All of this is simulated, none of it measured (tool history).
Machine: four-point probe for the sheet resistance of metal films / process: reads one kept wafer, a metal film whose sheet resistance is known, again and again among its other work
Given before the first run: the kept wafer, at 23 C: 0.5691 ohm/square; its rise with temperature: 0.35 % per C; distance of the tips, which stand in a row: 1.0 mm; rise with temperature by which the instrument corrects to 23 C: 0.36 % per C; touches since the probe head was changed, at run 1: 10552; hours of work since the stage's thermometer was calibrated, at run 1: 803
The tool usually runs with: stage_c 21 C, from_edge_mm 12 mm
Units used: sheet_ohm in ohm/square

| run | hour | stage_c | from_edge_mm | touches since the probe head was changed | hours of work since the stage's thermometer was calibrated | sheet_ohm |
|---|---|---|---|---|---|---|
| 1 | 0.0 | 21 | 12 | 10552 | 803 | 0.570252 |
| 2 | 10.3 | 21 | 12 | 10740 | 810 | 0.570425 |
| 3 | 19.8 | 21 | 12 | 10913 | 817 | 0.570273 |
| 4 | 29.7 | 21 | 12 | 11092 | 824 | 0.570264 |
| 5 | 39.3 | 21 | 12 | 11266 | 830 | 0.570385 |
| 6 | 61.9 | 20 | 12 | 11679 | 846 | 0.570420 |
| 7 | 82.6 | 20 | 12 | 12054 | 861 | 0.570511 |
| 8 | 96.6 | 20 | 12 | 12310 | 870 | 0.570369 |
| 9 | 110.4 | 21 | 12 | 12561 | 880 | 0.570493 |
| 10 | 133.2 | 21 | 12 | 12976 | 896 | 0.570535 |
| 11 | 145.5 | 21 | 12 | 13199 | 904 | 0.570446 |
| 12 | 165.3 | 21 | 12 | 13560 | 918 | 0.570679 |
| 13 | 188.4 | 21 | 59 | 13979 | 934 | 0.568506 |
| 14 | 204.5 | 21 | 59 | 14272 | 945 | 0.568557 |
| 15 | 220.1 | 21 | 59 | 14557 | 956 | 0.568401 |
| 16 | 232.1 | 21 | 59 | 14774 | 965 | 0.568413 |
| 17 | 253.6 | 21 | 12 | 15166 | 980 | 0.570542 |
| 18 | 271.4 | 21 | 12 | 15490 | 992 | 0.570575 |
| 19 | 284.3 | 21 | 12 | 15723 | 1001 | 0.570646 |
| 20 | 303.2 | 21 | 47 | 16068 | 1014 | 0.568555 |
| 21 | 313.7 | 21 | 34 | 16259 | 1021 | 0.568630 |
| 22 | 331.4 | 21 | 34 | 16581 | 1034 | 0.568767 |
| 23 | 347.6 | 21 | 34 | 16875 | 1045 | 0.569031 |
| 24 | 358.8 | 20 | 26 | 17080 | 1053 | 0.569029 |
| 25 | 370.2 | 21 | 5 | 17286 | 1061 | 0.580723 |
| 26 | 393.2 | 26 | 3 | 17704 | 1077 | 0.600340 |
| 27 | 416.0 | 35 | 10 | 18120 | 1093 | 0.570698 |
| 28 | 431.9 | 30 | 19 | 18408 | 1104 | 0.568832 |
| 29 | 448.1 | 30 | 19 | 18704 | 1115 | 0.568848 |
| 30 | 467.3 | 28 | 19 | 19053 | 1128 | 0.569028 |
| 31 | 477.1 | 28 | 19 | 19230 | 1135 | 0.569094 |
| 32 | 499.9 | 24 | 4 | 19647 | 1151 | 0.587094 |
| 33 | 516.3 | 31 | 50 | 19945 | 1162 | 0.568222 |
| 34 | 531.0 | 31 | 62 | 20211 | 1173 | 0.568031 |
| 35 | 549.6 | 25 | 8 | 20550 | 1186 | 0.573196 |
| 36 | 560.5 | 25 | 8 | 20749 | 1193 | 0.573324 |
| 37 | 574.9 | 33 | 22 | 21010 | 1203 | 0.568402 |

3 ways to go on from here, each from the tool as it stands after run 37. What would each give?
| A | 587.0 | 26 | 23 | 21230 | 1212 | ? |
| B | 587.0 | 21 | 19 | 21230 | 1212 | ? |
| C | 587.0 | 23 | 6 | 21230 | 1212 | ? |

| run | sheet_ohm |
|---|---|
| A | 0.568956 |
| B | 0.569732 |
| C | 0.577087 |
Without the tool's unlogged condition, the same runs would have read:
| run | sheet_ohm |
|---|---|
| A | 0.569413 |
| B | 0.570176 |
| C | 0.577541 |

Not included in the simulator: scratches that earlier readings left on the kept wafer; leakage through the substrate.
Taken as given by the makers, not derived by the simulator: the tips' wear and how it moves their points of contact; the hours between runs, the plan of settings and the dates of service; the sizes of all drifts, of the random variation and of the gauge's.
